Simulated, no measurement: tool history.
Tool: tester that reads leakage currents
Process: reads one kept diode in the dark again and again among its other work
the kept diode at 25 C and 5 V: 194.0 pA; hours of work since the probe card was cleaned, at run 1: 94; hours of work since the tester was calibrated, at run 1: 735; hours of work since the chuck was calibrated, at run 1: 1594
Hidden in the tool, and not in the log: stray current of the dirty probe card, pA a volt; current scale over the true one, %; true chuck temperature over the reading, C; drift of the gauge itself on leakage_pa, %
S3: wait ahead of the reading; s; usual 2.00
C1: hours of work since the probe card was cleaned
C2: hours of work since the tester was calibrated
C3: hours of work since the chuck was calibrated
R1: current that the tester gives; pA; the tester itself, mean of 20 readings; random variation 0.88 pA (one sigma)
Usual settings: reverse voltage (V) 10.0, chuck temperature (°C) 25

run 1 hour=0.0 | reverse_voltage_(V)=10.0 chuck_temperature_(°C)=25 S3=2.00 | C1=94 C2=735 C3=1594 | R1=254.65
run 2 hour=66.3 | reverse_voltage_(V)=10.0 chuck_temperature_(°C)=25 S3=2.00 | C1=146 C2=787 C3=1647 | R1=255.08
run 3 hour=135.5 | reverse_voltage_(V)=10.0 chuck_temperature_(°C)=25 S3=2.00 | C1=201 C2=842 C3=1701 | R1=254.08
run 4 hour=181.1 | reverse_voltage_(V)=10.0 chuck_temperature_(°C)=25 S3=2.00 | C1=237 C2=878 C3=1737 | R1=253.74
run 5 hour=247.9 | reverse_voltage_(V)=10.0 chuck_temperature_(°C)=25 S3=2.00 | C1=290 C2=931 C3=1790 | R1=253.23
run 6 hour=307.3 | reverse_voltage_(V)=1.5 chuck_temperature_(°C)=25 S3=2.00 | C1=337 C2=978 C3=1837 | R1=83.63
run 7 hour=351.0 | reverse_voltage_(V)=4.1 chuck_temperature_(°C)=25 S3=2.00 | C1=371 C2=1012 C3=1872 | R1=149.55
run 8 hour=383.0 | reverse_voltage_(V)=4.1 chuck_temperature_(°C)=25 S3=2.00 | C1=396 C2=1038 C3=1897 | R1=149.28
run 9 hour=436.4 | reverse_voltage_(V)=4.1 chuck_temperature_(°C)=25 S3=2.00 | C1=439 C2=1080 C3=1939 | R1=148.89
run 10 hour=476.5 | reverse_voltage_(V)=4.1 chuck_temperature_(°C)=25 S3=2.00 | C1=470 C2=1112 C3=1971 | R1=148.97
run 11 hour=527.1 | reverse_voltage_(V)=4.1 chuck_temperature_(°C)=25 S3=0.92 | C1=510 C2=1152 C3=2011 | R1=149.83
run 12 hour=581.8 | reverse_voltage_(V)=10.0 chuck_temperature_(°C)=47 S3=2.00 | C1=554 C2=1195 C3=2054 | R1=1193.00
run 13 hour=649.6 | reverse_voltage_(V)=10.0 chuck_temperature_(°C)=47 S3=2.00 | C1=607 C2=1249 C3=2108 | R1=1193.15
-- hour=680.7 chuck's temperature calibrated
run 14 hour=712.3 | reverse_voltage_(V)=1.2 chuck_temperature_(°C)=25 S3=2.00 | C1=655 C2=1296 C3=25 | R1=85.33
run 15 hour=750.5 | reverse_voltage_(V)=7.4 chuck_temperature_(°C)=26 S3=1.24 | C1=685 C2=1327 C3=55 | R1=267.93
run 16 hour=823.7 | reverse_voltage_(V)=7.4 chuck_temperature_(°C)=41 S3=1.27 | C1=743 C2=1385 C3=113 | R1=772.72
run 17 hour=876.4 | reverse_voltage_(V)=10.0 chuck_temperature_(°C)=34 S3=2.00 | C1=785 C2=1426 C3=155 | R1=564.93
run 18 hour=926.8 | reverse_voltage_(V)=1.3 chuck_temperature_(°C)=21 S3=6.76 | C1=825 C2=1466 C3=194 | R1=65.42
run 19 hour=994.8 | reverse_voltage_(V)=10.0 chuck_temperature_(°C)=59 S3=0.58 | C1=878 C2=1520 C3=248 | R1=2934.47
run 20 hour=1029.8 | reverse_voltage_(V)=10.0 chuck_temperature_(°C)=37 S3=7.85 | C1=906 C2=1547 C3=276 | R1=696.21
run 21 hour=1098.0 | reverse_voltage_(V)=2.8 chuck_temperature_(°C)=25 S3=2.00 | C1=960 C2=1601 C3=330 | R1=137.95
run 22 hour=1165.9 | reverse_voltage_(V)=18.6 chuck_temperature_(°C)=35 S3=1.45 | C1=1014 C2=1655 C3=383 | R1=863.86
run 23 hour=1214.0 | reverse_voltage_(V)=18.6 chuck_temperature_(°C)=35 S3=1.45 | C1=1052 C2=1693 C3=421 | R1=857.06
run 24 hour=1274.3 | reverse_voltage_(V)=4.1 chuck_temperature_(°C)=36 S3=4.73 | C1=1099 C2=1741 C3=469 | R1=379.25
run 25 hour=1346.6 | reverse_voltage_(V)=4.1 chuck_temperature_(°C)=36 S3=4.73 | C1=1157 C2=1798 C3=526 | R1=377.42
run 26 hour=1395.0 | reverse_voltage_(V)=4.1 chuck_temperature_(°C)=36 S3=4.73 | C1=1195 C2=1836 C3=565 | R1=378.11
run 27 hour=1467.1 | reverse_voltage_(V)=10.4 chuck_temperature_(°C)=25 S3=5.62 | C1=1252 C2=1893 C3=622 | R1=295.19

Forecast each of these 5 alternatives for the next run:
run A hour=1525.5 | reverse_voltage_(V)=1.2 chuck_temperature_(°C)=25 S3=3.71 | C1=1298 C2=1939 C3=668 | R1=?
run B hour=1525.5 | reverse_voltage_(V)=6.4 chuck_temperature_(°C)=25 S3=5.62 | C1=1298 C2=1939 C3=668 | R1=?
run C hour=1525.5 | reverse_voltage_(V)=16.1 chuck_temperature_(°C)=25 S3=5.62 | C1=1298 C2=1939 C3=668 | R1=?
run D hour=1525.5 | reverse_voltage_(V)=16.7 chuck_temperature_(°C)=60 S3=3.16 | C1=1298 C2=1939 C3=668 | R1=?
run E hour=1525.5 | reverse_voltage_(V)=17.5 chuck_temperature_(°C)=25 S3=5.62 | C1=1298 C2=1939 C3=668 | R1=?

run=A R1=81.81
run=B R1=220.61
run=C R1=382.54
run=D R1=4076.31
run=E R1=401.04
Without the tool's hidden state the same runs would have given:
run=A R1=84.82
run=B R1=224.86
run=C R1=383.79
run=D R1=4231.63
run=E R1=401.66
